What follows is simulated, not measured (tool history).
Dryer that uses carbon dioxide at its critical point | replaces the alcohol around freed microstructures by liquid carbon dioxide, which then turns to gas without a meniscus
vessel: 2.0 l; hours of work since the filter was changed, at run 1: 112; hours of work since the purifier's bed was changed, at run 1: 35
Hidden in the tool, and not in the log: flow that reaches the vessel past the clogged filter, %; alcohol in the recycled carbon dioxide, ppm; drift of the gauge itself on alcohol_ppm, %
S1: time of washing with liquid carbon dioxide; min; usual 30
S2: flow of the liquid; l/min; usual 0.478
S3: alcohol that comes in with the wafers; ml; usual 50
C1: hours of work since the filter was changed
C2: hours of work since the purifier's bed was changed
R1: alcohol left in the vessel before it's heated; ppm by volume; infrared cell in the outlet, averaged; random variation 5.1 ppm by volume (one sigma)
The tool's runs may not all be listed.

| run | hour | S1 | S2 | S3 | C1 | C2 | R1 |
|---|---|---|---|---|---|---|---|
| 1 | 0.0 | 30 | 0.478 | 50 | 112 | 35 | 108 |
| 2 | 6.1 | 30 | 0.478 | 29 | 114 | 37 | 73 |
| 3 | 18.3 | 30 | 0.478 | 51 | 119 | 41 | 121 |
| 4 | 26.4 | 30 | 0.478 | 51 | 121 | 44 | 121 |
| 5 | 33.0 | 30 | 0.478 | 45 | 124 | 46 | 100 |
| 6 | 40.3 | 30 | 0.478 | 45 | 126 | 49 | 107 |
| 7 | 50.8 | 30 | 0.478 | 45 | 130 | 53 | 113 |
| 8 | 60.3 | 30 | 0.478 | 45 | 133 | 56 | 115 |
| 9 | 65.9 | 30 | 0.478 | 45 | 135 | 58 | 127 |
| 10 | 72.5 | 30 | 0.478 | 45 | 137 | 60 | 119 |
| 11 | 79.6 | 30 | 0.478 | 45 | 140 | 63 | 124 |
| 12 | 91.8 | 30 | 0.478 | 50 | 144 | 67 | 133 |
| 13 | 99.4 | 30 | 0.478 | 90 | 147 | 70 | 204 |
| 14 | 106.7 | 30 | 0.478 | 90 | 149 | 72 | 213 |
| 15 | 115.1 | 26 | 0.480 | 71 | 152 | 75 | 330 |
| 16 | 124.9 | 26 | 0.480 | 71 | 156 | 78 | 314 |
| 17 | 130.3 | 30 | 0.309 | 112 | 158 | 80 | 1544 |
| 18 | 142.9 | 19 | 0.478 | 65 | 162 | 85 | 1038 |
| 19 | 155.5 | 19 | 0.478 | 65 | 166 | 89 | 1038 |
| 20 | 167.5 | 19 | 0.478 | 65 | 171 | 93 | 1064 |
| 21 | 173.8 | 26 | 0.520 | 71 | 173 | 96 | 266 |
| 22 | 181.8 | 26 | 0.678 | 32 | 176 | 98 | 86 |
| 23 | 192.6 | 26 | 0.678 | 32 | 179 | 102 | 81 |
| 24 | 201.5 | 39 | 0.363 | 45 | 183 | 105 | 162 |
| 25 | 211.0 | 30 | 0.466 | 50 | 186 | 109 | 193 |

Measured less the same run without the tool's hidden state. The same run-to-run variation is in both; the gauge's scatter may not be:
| run | R1 |
|---|---|
| 1 | +42 |
| 2 | +34 |
| 3 | +50 |
| 4 | +50 |
| 5 | +49 |
| 6 | +52 |
| 7 | +54 |
| 8 | +58 |
| 9 | +59 |
| 10 | +61 |
| 11 | +63 |
| 12 | +69 |
| 13 | +99 |
| 14 | +102 |
| 15 | +132 |
| 16 | +133 |
| 17 | +434 |
| 18 | +302 |
| 19 | +312 |
| 20 | +325 |
| 21 | +129 |
| 22 | +63 |
| 23 | +65 |
| 24 | +99 |
| 25 | +108 |

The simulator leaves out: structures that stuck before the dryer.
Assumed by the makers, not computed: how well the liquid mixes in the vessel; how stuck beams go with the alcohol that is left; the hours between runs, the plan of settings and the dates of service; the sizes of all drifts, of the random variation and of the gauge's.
